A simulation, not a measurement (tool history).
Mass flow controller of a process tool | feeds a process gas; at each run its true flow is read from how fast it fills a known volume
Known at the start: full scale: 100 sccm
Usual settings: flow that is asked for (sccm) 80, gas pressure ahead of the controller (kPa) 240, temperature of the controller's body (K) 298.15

run,hour,flow that is asked for (sccm),gas pressure ahead of the controller (kPa),temperature of the controller's body (K),true flow (%)
1,0.0,80,240,298.15,99.17
2,465.4,80,244,298.15,99.28
3,1011.2,80,244,298.15,99.32
4,1476.1,80,240,309.15,99.83
5,2007.2,80,240,309.15,99.87
6,2453.8,19,240,298.15,97.92
7,2894.3,80,240,298.15,99.63
8,3266.4,80,240,298.15,99.60
9,3517.5,80,172,298.15,99.94
10,4078.7,100,240,293.15,100.16
11,4510.4,88,240,300.15,100.07
12,4753.8,20,159,300.15,98.57
13,5082.9,20,182,303.15,98.64
14,5639.7,55,202,309.15,99.73

Forecast run 15:
15,5947.3,55,202,309.15,?

Run 15 gave true flow (%) 99.86.
Without the tool's hidden state the same run would have given true flow (%) 99.05.
